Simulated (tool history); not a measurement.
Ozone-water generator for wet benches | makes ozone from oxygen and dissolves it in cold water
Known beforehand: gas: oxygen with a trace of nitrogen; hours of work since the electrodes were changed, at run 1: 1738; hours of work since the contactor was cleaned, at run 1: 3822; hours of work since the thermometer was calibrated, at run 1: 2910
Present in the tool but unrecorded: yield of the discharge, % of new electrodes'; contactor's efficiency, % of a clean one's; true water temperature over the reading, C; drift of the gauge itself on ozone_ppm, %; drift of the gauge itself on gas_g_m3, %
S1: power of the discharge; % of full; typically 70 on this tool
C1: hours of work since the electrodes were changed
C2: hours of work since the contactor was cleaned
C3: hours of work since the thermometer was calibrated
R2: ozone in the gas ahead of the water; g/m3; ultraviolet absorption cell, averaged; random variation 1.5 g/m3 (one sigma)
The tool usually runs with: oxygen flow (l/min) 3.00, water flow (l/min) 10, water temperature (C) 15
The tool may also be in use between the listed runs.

{"run": 1, "hour": 0.0, "S1": 70, "oxygen flow (l/min)": 3.0, "water flow (l/min)": 10, "water temperature (C)": 15, "C1": 1738, "C2": 3822, "C3": 2910, "dissolved ozone (ppm)": 27.0, "R2": 250.7}
{"run": 2, "hour": 89.6, "S1": 70, "oxygen flow (l/min)": 3.0, "water flow (l/min)": 10, "water temperature (C)": 15, "C1": 1797, "C2": 3881, "C3": 2969, "dissolved ozone (ppm)": 27.1, "R2": 248.9}
{"run": 3, "hour": 185.3, "S1": 70, "oxygen flow (l/min)": 3.0, "water flow (l/min)": 10, "water temperature (C)": 15, "C1": 1860, "C2": 3944, "C3": 3032, "dissolved ozone (ppm)": 26.5, "R2": 250.5}
{"run": 4, "hour": 322.5, "S1": 70, "oxygen flow (l/min)": 3.0, "water flow (l/min)": 10, "water temperature (C)": 15, "C1": 1951, "C2": 4034, "C3": 3123, "dissolved ozone (ppm)": 26.0, "R2": 246.9}
{"run": 5, "hour": 402.2, "S1": 70, "oxygen flow (l/min)": 3.0, "water flow (l/min)": 10, "water temperature (C)": 15, "C1": 2003, "C2": 4087, "C3": 3175, "dissolved ozone (ppm)": 26.1, "R2": 245.6}
{"run": 6, "hour": 467.0, "S1": 70, "oxygen flow (l/min)": 3.0, "water flow (l/min)": 10, "water temperature (C)": 15, "C1": 2046, "C2": 4130, "C3": 3218, "dissolved ozone (ppm)": 25.8, "R2": 246.2}
{"run": 7, "hour": 565.9, "S1": 70, "oxygen flow (l/min)": 3.0, "water flow (l/min)": 10, "water temperature (C)": 15, "C1": 2111, "C2": 4195, "C3": 3283, "dissolved ozone (ppm)": 26.1, "R2": 244.7}
{"run": 8, "hour": 685.6, "S1": 70, "oxygen flow (l/min)": 3.0, "water flow (l/min)": 13, "water temperature (C)": 15, "C1": 2190, "C2": 4274, "C3": 3362, "dissolved ozone (ppm)": 20.9, "R2": 243.6}
{"run": 9, "hour": 775.2, "S1": 70, "oxygen flow (l/min)": 3.0, "water flow (l/min)": 13, "water temperature (C)": 15, "C1": 2249, "C2": 4333, "C3": 3421, "dissolved ozone (ppm)": 21.1, "R2": 245.3}
{"run": 10, "hour": 919.0, "S1": 70, "oxygen flow (l/min)": 3.0, "water flow (l/min)": 13, "water temperature (C)": 15, "C1": 2344, "C2": 4427, "C3": 3516, "dissolved ozone (ppm)": 20.6, "R2": 242.6}
{"run": 11, "hour": 1017.8, "S1": 70, "oxygen flow (l/min)": 3.0, "water flow (l/min)": 13, "water temperature (C)": 15, "C1": 2409, "C2": 4493, "C3": 3581, "dissolved ozone (ppm)": 20.6, "R2": 241.4}
{"run": 12, "hour": 1160.3, "S1": 70, "oxygen flow (l/min)": 3.0, "water flow (l/min)": 12, "water temperature (C)": 15, "C1": 2503, "C2": 4586, "C3": 3675, "dissolved ozone (ppm)": 21.7, "R2": 239.9}
{"hour": 1210.8, "done": "contactor cleaned"}
{"run": 13, "hour": 1260.7, "S1": 70, "oxygen flow (l/min)": 3.0, "water flow (l/min)": 12, "water temperature (C)": 15, "C1": 2567, "C2": 33, "C3": 3739, "dissolved ozone (ppm)": 24.9, "R2": 238.1}
{"run": 14, "hour": 1365.5, "S1": 70, "oxygen flow (l/min)": 3.0, "water flow (l/min)": 12, "water temperature (C)": 15, "C1": 2636, "C2": 102, "C3": 3808, "dissolved ozone (ppm)": 24.4, "R2": 239.0}
{"run": 15, "hour": 1477.2, "S1": 70, "oxygen flow (l/min)": 3.18, "water flow (l/min)": 12, "water temperature (C)": 15, "C1": 2709, "C2": 176, "C3": 3881, "dissolved ozone (ppm)": 24.2, "R2": 229.3}
{"run": 16, "hour": 1555.9, "S1": 61, "oxygen flow (l/min)": 3.0, "water flow (l/min)": 10, "water temperature (C)": 15, "C1": 2761, "C2": 227, "C3": 3933, "dissolved ozone (ppm)": 26.1, "R2": 219.7}
{"run": 17, "hour": 1627.0, "S1": 61, "oxygen flow (l/min)": 2.95, "water flow (l/min)": 10, "water temperature (C)": 15, "C1": 2808, "C2": 274, "C3": 3980, "dissolved ozone (ppm)": 25.6, "R2": 218.5}
{"run": 18, "hour": 1725.6, "S1": 61, "oxygen flow (l/min)": 2.95, "water flow (l/min)": 10, "water temperature (C)": 15, "C1": 2873, "C2": 339, "C3": 4045, "dissolved ozone (ppm)": 26.1, "R2": 223.8}
{"run": 19, "hour": 1852.9, "S1": 41, "oxygen flow (l/min)": 4.49, "water flow (l/min)": 14, "water temperature (C)": 20, "C1": 2957, "C2": 423, "C3": 4129, "dissolved ozone (ppm)": 14.3, "R2": 136.6}
{"run": 20, "hour": 1971.3, "S1": 70, "oxygen flow (l/min)": 2.56, "water flow (l/min)": 8, "water temperature (C)": 15, "C1": 3035, "C2": 501, "C3": 4207, "dissolved ozone (ppm)": 32.7, "R2": 257.7}
{"run": 21, "hour": 2101.7, "S1": 70, "oxygen flow (l/min)": 2.56, "water flow (l/min)": 8, "water temperature (C)": 15, "C1": 3121, "C2": 587, "C3": 4293, "dissolved ozone (ppm)": 32.3, "R2": 257.7}
{"run": 22, "hour": 2196.4, "S1": 70, "oxygen flow (l/min)": 2.56, "water flow (l/min)": 8, "water temperature (C)": 15, "C1": 3183, "C2": 650, "C3": 4355, "dissolved ozone (ppm)": 32.4, "R2": 254.6}
{"run": 23, "hour": 2329.6, "S1": 70, "oxygen flow (l/min)": 2.56, "water flow (l/min)": 8, "water temperature (C)": 15, "C1": 3271, "C2": 737, "C3": 4443, "dissolved ozone (ppm)": 32.4, "R2": 256.2}
{"run": 24, "hour": 2403.3, "S1": 70, "oxygen flow (l/min)": 2.56, "water flow (l/min)": 8, "water temperature (C)": 15, "C1": 3320, "C2": 786, "C3": 4492, "dissolved ozone (ppm)": 31.6, "R2": 253.0}
{"run": 25, "hour": 2546.7, "S1": 89, "oxygen flow (l/min)": 2.56, "water flow (l/min)": 8, "water temperature (C)": 15, "C1": 3414, "C2": 880, "C3": 4586, "dissolved ozone (ppm)": 36.0, "R2": 284.9}
{"run": 26, "hour": 2687.3, "S1": 72, "oxygen flow (l/min)": 2.99, "water flow (l/min)": 10, "water temperature (C)": 12, "C1": 3507, "C2": 973, "C3": 4679, "dissolved ozone (ppm)": 28.3, "R2": 229.9}
{"run": 27, "hour": 2803.5, "S1": 70, "oxygen flow (l/min)": 3.0, "water flow (l/min)": 10, "water temperature (C)": 22, "C1": 3583, "C2": 1050, "C3": 4755, "dissolved ozone (ppm)": 23.4, "R2": 226.4}
{"run": 28, "hour": 2897.5, "S1": 70, "oxygen flow (l/min)": 3.0, "water flow (l/min)": 10, "water temperature (C)": 22, "C1": 3645, "C2": 1112, "C3": 4817, "dissolved ozone (ppm)": 23.3, "R2": 223.6}
{"run": 29, "hour": 2958.1, "S1": 70, "oxygen flow (l/min)": 3.0, "water flow (l/min)": 10, "water temperature (C)": 22, "C1": 3685, "C2": 1152, "C3": 4857, "dissolved ozone (ppm)": 22.9, "R2": 224.9}
{"run": 30, "hour": 3031.0, "S1": 99, "oxygen flow (l/min)": 3.0, "water flow (l/min)": 10, "water temperature (C)": 15, "C1": 3733, "C2": 1200, "C3": 4905, "dissolved ozone (ppm)": 30.6, "R2": 264.2}
{"run": 31, "hour": 3126.3, "S1": 99, "oxygen flow (l/min)": 3.0, "water flow (l/min)": 10, "water temperature (C)": 15, "C1": 3796, "C2": 1263, "C3": 4968, "dissolved ozone (ppm)": 30.6, "R2": 265.3}
{"run": 32, "hour": 3204.4, "S1": 44, "oxygen flow (l/min)": 2.76, "water flow (l/min)": 10, "water temperature (C)": 15, "C1": 3848, "C2": 1314, "C3": 5020, "dissolved ozone (ppm)": 20.5, "R2": 187.3}

Measured minus without-hidden-state, run by run (identical run-to-run variation in each term; gauge scatter may differ):
run=1 dissolved_ozone_(ppm)=-6.2 R2=-26.8
run=2 dissolved_ozone_(ppm)=-6.4 R2=-27.5
run=3 dissolved_ozone_(ppm)=-6.4 R2=-28.6
run=4 dissolved_ozone_(ppm)=-6.7 R2=-29.7
run=5 dissolved_ozone_(ppm)=-6.8 R2=-30.1
run=6 dissolved_ozone_(ppm)=-6.8 R2=-30.9
run=7 dissolved_ozone_(ppm)=-7.0 R2=-31.7
run=8 dissolved_ozone_(ppm)=-6.1 R2=-33.0
run=9 dissolved_ozone_(ppm)=-6.2 R2=-34.0
run=10 dissolved_ozone_(ppm)=-6.3 R2=-34.9
run=11 dissolved_ozone_(ppm)=-6.5 R2=-36.0
run=12 dissolved_ozone_(ppm)=-7.0 R2=-36.9
run=13 dissolved_ozone_(ppm)=-4.3 R2=-37.6
run=14 dissolved_ozone_(ppm)=-4.3 R2=-38.7
run=15 dissolved_ozone_(ppm)=-4.5 R2=-38.5
run=16 dissolved_ozone_(ppm)=-4.6 R2=-34.5
run=17 dissolved_ozone_(ppm)=-4.6 R2=-35.1
run=18 dissolved_ozone_(ppm)=-4.8 R2=-36.6
run=19 dissolved_ozone_(ppm)=-2.2 R2=-17.2
run=20 dissolved_ozone_(ppm)=-7.0 R2=-48.4
run=21 dissolved_ozone_(ppm)=-7.2 R2=-49.9
run=22 dissolved_ozone_(ppm)=-7.3 R2=-50.6
run=23 dissolved_ozone_(ppm)=-7.6 R2=-52.3
run=24 dissolved_ozone_(ppm)=-7.7 R2=-52.7
run=25 dissolved_ozone_(ppm)=-10.2 R2=-69.8
run=26 dissolved_ozone_(ppm)=-7.4 R2=-51.7
run=27 dissolved_ozone_(ppm)=-6.4 R2=-51.1
run=28 dissolved_ozone_(ppm)=-6.5 R2=-51.6
run=29 dissolved_ozone_(ppm)=-6.5 R2=-52.7
run=30 dissolved_ozone_(ppm)=-10.3 R2=-76.0
run=31 dissolved_ozone_(ppm)=-10.5 R2=-77.5
run=32 dissolved_ozone_(ppm)=-4.7 R2=-33.7

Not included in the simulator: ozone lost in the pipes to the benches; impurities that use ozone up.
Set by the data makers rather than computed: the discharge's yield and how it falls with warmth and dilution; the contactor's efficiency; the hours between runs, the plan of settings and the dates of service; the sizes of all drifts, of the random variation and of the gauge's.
